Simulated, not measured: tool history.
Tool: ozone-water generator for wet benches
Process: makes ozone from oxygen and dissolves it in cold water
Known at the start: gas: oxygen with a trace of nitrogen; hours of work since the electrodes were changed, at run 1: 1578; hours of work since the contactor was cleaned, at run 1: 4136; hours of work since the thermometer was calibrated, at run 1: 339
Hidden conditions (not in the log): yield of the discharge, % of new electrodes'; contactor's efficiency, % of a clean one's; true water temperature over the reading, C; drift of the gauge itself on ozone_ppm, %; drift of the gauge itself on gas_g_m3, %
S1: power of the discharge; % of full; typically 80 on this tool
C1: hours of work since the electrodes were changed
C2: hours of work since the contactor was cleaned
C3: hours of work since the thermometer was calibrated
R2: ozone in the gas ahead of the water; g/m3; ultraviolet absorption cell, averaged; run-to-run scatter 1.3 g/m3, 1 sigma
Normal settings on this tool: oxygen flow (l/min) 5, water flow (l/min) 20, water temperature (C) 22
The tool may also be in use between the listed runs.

run 1 hour=0 | S1=80 oxygen_flow_(l/min)=5 water_flow_(l/min)=20 water_temperature_(C)=22 | C1=1578 C2=4136 C3=339 | dissolved_ozone_(ppm)=25.9 R2=240.8
run 2 hour=29.2 | S1=80 oxygen_flow_(l/min)=8.45 water_flow_(l/min)=20 water_temperature_(C)=22 | C1=1598 C2=4156 C3=358 | dissolved_ozone_(ppm)=24.7 R2=175.4
run 3 hour=64.2 | S1=80 oxygen_flow_(l/min)=5 water_flow_(l/min)=16 water_temperature_(C)=22 | C1=1621 C2=4179 C3=382 | dissolved_ozone_(ppm)=30.8 R2=238.9
run 4 hour=112.3 | S1=80 oxygen_flow_(l/min)=5 water_flow_(l/min)=20 water_temperature_(C)=23 | C1=1653 C2=4211 C3=414 | dissolved_ozone_(ppm)=26 R2=241.5
run 5 hour=169.3 | S1=80 oxygen_flow_(l/min)=5 water_flow_(l/min)=20 water_temperature_(C)=23 | C1=1691 C2=4249 C3=452 | dissolved_ozone_(ppm)=25.6 R2=240.3
run 6 hour=238.4 | S1=80 oxygen_flow_(l/min)=5 water_flow_(l/min)=20 water_temperature_(C)=23 | C1=1737 C2=4295 C3=498 | dissolved_ozone_(ppm)=25.4 R2=241.3
run 7 hour=271.2 | S1=80 oxygen_flow_(l/min)=5 water_flow_(l/min)=20 water_temperature_(C)=23 | C1=1759 C2=4317 C3=520 | dissolved_ozone_(ppm)=25.8 R2=242.8
run 8 hour=339 | S1=80 oxygen_flow_(l/min)=5 water_flow_(l/min)=20 water_temperature_(C)=22 | C1=1804 C2=4362 C3=565 | dissolved_ozone_(ppm)=26.1 R2=237
run 9 hour=382.9 | S1=80 oxygen_flow_(l/min)=5 water_flow_(l/min)=20 water_temperature_(C)=22 | C1=1834 C2=4391 C3=594 | dissolved_ozone_(ppm)=25.8 R2=242.4
run 10 hour=439.3 | S1=80 oxygen_flow_(l/min)=5 water_flow_(l/min)=20 water_temperature_(C)=22 | C1=1871 C2=4429 C3=632 | dissolved_ozone_(ppm)=26.1 R2=238.3
run 11 hour=502.8 | S1=80 oxygen_flow_(l/min)=5 water_flow_(l/min)=20 water_temperature_(C)=22 | C1=1913 C2=4471 C3=674 | dissolved_ozone_(ppm)=25.8 R2=240.1
run 12 hour=545.4 | S1=80 oxygen_flow_(l/min)=5 water_flow_(l/min)=20 water_temperature_(C)=22 | C1=1942 C2=4500 C3=702 | dissolved_ozone_(ppm)=26 R2=236.7
run 13 hour=585.5 | S1=80 oxygen_flow_(l/min)=5 water_flow_(l/min)=20 water_temperature_(C)=22 | C1=1969 C2=4527 C3=729 | dissolved_ozone_(ppm)=25.9 R2=239
run 14 hour=655.7 | S1=80 oxygen_flow_(l/min)=5 water_flow_(l/min)=20 water_temperature_(C)=22 | C1=2015 C2=4573 C3=776 | dissolved_ozone_(ppm)=25.9 R2=239.2
run 15 hour=704.3 | S1=80 oxygen_flow_(l/min)=5 water_flow_(l/min)=20 water_temperature_(C)=22 | C1=2048 C2=4606 C3=808 | dissolved_ozone_(ppm)=25.9 R2=239.9
run 16 hour=772.1 | S1=75 oxygen_flow_(l/min)=5 water_flow_(l/min)=20 water_temperature_(C)=22 | C1=2093 C2=4651 C3=853 | dissolved_ozone_(ppm)=24.3 R2=230.2
run 17 hour=833.1 | S1=48 oxygen_flow_(l/min)=2.83 water_flow_(l/min)=13 water_temperature_(C)=17 | C1=2134 C2=4692 C3=894 | dissolved_ozone_(ppm)=30.1 R2=257.3
run 18 hour=876.8 | S1=43 oxygen_flow_(l/min)=8.53 water_flow_(l/min)=13 water_temperature_(C)=17 | C1=2163 C2=4721 C3=923 | dissolved_ozone_(ppm)=24.9 R2=126.3
run 19 hour=942.3 | S1=82 oxygen_flow_(l/min)=5 water_flow_(l/min)=29 water_temperature_(C)=17 | C1=2206 C2=4764 C3=967 | dissolved_ozone_(ppm)=19.5 R2=242.4
run 20 hour=1012.4 | S1=79 oxygen_flow_(l/min)=5.41 water_flow_(l/min)=28 water_temperature_(C)=19 | C1=2253 C2=4811 C3=1014 | dissolved_ozone_(ppm)=19.4 R2=224.2
run 21 hour=1083.8 | S1=53 oxygen_flow_(l/min)=5 water_flow_(l/min)=15 water_temperature_(C)=14 | C1=2301 C2=4859 C3=1061 | dissolved_ozone_(ppm)=29.4 R2=190.8
run 22 hour=1118.3 | S1=53 oxygen_flow_(l/min)=5 water_flow_(l/min)=15 water_temperature_(C)=14 | C1=2324 C2=4882 C3=1084 | dissolved_ozone_(ppm)=28.9 R2=190.7
run 23 hour=1171.1 | S1=53 oxygen_flow_(l/min)=5 water_flow_(l/min)=15 water_temperature_(C)=14 | C1=2359 C2=4917 C3=1119 | dissolved_ozone_(ppm)=29.2 R2=190.3
run 24 hour=1208.8 | S1=60 oxygen_flow_(l/min)=4.14 water_flow_(l/min)=15 water_temperature_(C)=26 | C1=2384 C2=4942 C3=1145 | dissolved_ozone_(ppm)=26.1 R2=225.8
run 25 hour=1263.3 | S1=60 oxygen_flow_(l/min)=4.14 water_flow_(l/min)=15 water_temperature_(C)=26 | C1=2420 C2=4978 C3=1181 | dissolved_ozone_(ppm)=26.2 R2=228.5
run 26 hour=1294.9 | S1=60 oxygen_flow_(l/min)=4.14 water_flow_(l/min)=15 water_temperature_(C)=26 | C1=2441 C2=4999 C3=1202 | dissolved_ozone_(ppm)=26.1 R2=227.3
run 27 hour=1350.3 | S1=60 oxygen_flow_(l/min)=4.14 water_flow_(l/min)=15 water_temperature_(C)=26 | C1=2478 C2=5036 C3=1239 | dissolved_ozone_(ppm)=26.1 R2=227
run 28 hour=1399.8 | S1=60 oxygen_flow_(l/min)=4.14 water_flow_(l/min)=15 water_temperature_(C)=26 | C1=2511 C2=5069 C3=1272 | dissolved_ozone_(ppm)=26.1 R2=226.9
run 29 hour=1442.8 | S1=44 oxygen_flow_(l/min)=4.14 water_flow_(l/min)=13 water_temperature_(C)=26 | C1=2540 C2=5098 C3=1301 | dissolved_ozone_(ppm)=24.1 R2=194.1

For each run, the measured value with the value that run would have given without the tool's hidden condition subtracted. The run-to-run variation is shared by both, the gauge scatter possibly not:
run=1 dissolved_ozone_(ppm)=-1.8 R2=-7.8
run=2 dissolved_ozone_(ppm)=-1.8 R2=-5.8
run=3 dissolved_ozone_(ppm)=-1.9 R2=-8
run=4 dissolved_ozone_(ppm)=-1.9 R2=-8.1
run=5 dissolved_ozone_(ppm)=-1.9 R2=-8.3
run=6 dissolved_ozone_(ppm)=-2 R2=-8.5
run=7 dissolved_ozone_(ppm)=-1.9 R2=-8.6
run=8 dissolved_ozone_(ppm)=-2 R2=-8.7
run=9 dissolved_ozone_(ppm)=-2 R2=-9
run=10 dissolved_ozone_(ppm)=-2.1 R2=-9
run=11 dissolved_ozone_(ppm)=-2.1 R2=-9.3
run=12 dissolved_ozone_(ppm)=-2.2 R2=-9.3
run=13 dissolved_ozone_(ppm)=-2.1 R2=-9.5
run=14 dissolved_ozone_(ppm)=-2.2 R2=-9.7
run=15 dissolved_ozone_(ppm)=-2.2 R2=-9.9
run=16 dissolved_ozone_(ppm)=-2.1 R2=-9.3
run=17 dissolved_ozone_(ppm)=-1.8 R2=-8.1
run=18 dissolved_ozone_(ppm)=-1.5 R2=-3.7
run=19 dissolved_ozone_(ppm)=-2.1 R2=-10.8
run=20 dissolved_ozone_(ppm)=-2.1 R2=-10.1
run=21 dissolved_ozone_(ppm)=-2.1 R2=-7
run=22 dissolved_ozone_(ppm)=-2.1 R2=-7
run=23 dissolved_ozone_(ppm)=-2.1 R2=-7.1
run=24 dissolved_ozone_(ppm)=-2 R2=-9.3
run=25 dissolved_ozone_(ppm)=-2 R2=-9.4
run=26 dissolved_ozone_(ppm)=-2 R2=-9.5
run=27 dissolved_ozone_(ppm)=-2.1 R2=-9.6
run=28 dissolved_ozone_(ppm)=-2.1 R2=-9.7
run=29 dissolved_ozone_(ppm)=-1.6 R2=-6.8
